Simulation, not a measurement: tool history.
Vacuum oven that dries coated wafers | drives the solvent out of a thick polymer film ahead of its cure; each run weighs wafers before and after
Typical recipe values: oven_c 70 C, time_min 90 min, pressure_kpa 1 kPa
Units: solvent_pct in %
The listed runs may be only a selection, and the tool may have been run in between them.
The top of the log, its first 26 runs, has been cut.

run	hour	oven_c	time_min	pressure_kpa	hours of work since the thermocouples were calibrated	hours of work since the vacuum gauge was cleaned of residue	solvent_pct
27	241.3	79	95	2.34	270	270	1.18
28	251.8	79	95	2.34	275	275	1.19
29	263.8	79	95	2.34	281	281	1.19
30	273.4	70	90	2.23	286	286	3.5
31	285.6	81	90	0.6	292	292	0.58
32	295.4	70	50	2.06	297	297	6.23
33	306.7	74	62	1.01	303	303	3.47
34	313.8	75	90	1.1	307	307	1.7
35	326.2	71	45	0.89	313	313	6.13
36	338.4	71	45	0.89	319	319	6.09
37	348.2	58	157	1.52	324	324	5.16
38	361.1	56	157	1.53	331	331	5.99
39	374.1	83	53	0.62	338	338	1.47
40	381.3	83	53	0.62	341	341	1.45
41	392.7	70	56	0.81	347	347	5.34
42	402.7	70	48	0.81	352	352	6.1

What if the next run were any one of these 3? Each begins from the tool's condition after run 42:
A	408.8	82	93	0.72	355	355	?
B	408.8	58	48	0.81	355	355	?
C	408.8	65	48	0.81	355	355	?

run	solvent_pct
A	0.48
B	10.17
C	7.93
With no hidden state in the tool, these same runs would have given:
run	solvent_pct
A	0.49
B	10.28
C	8.07
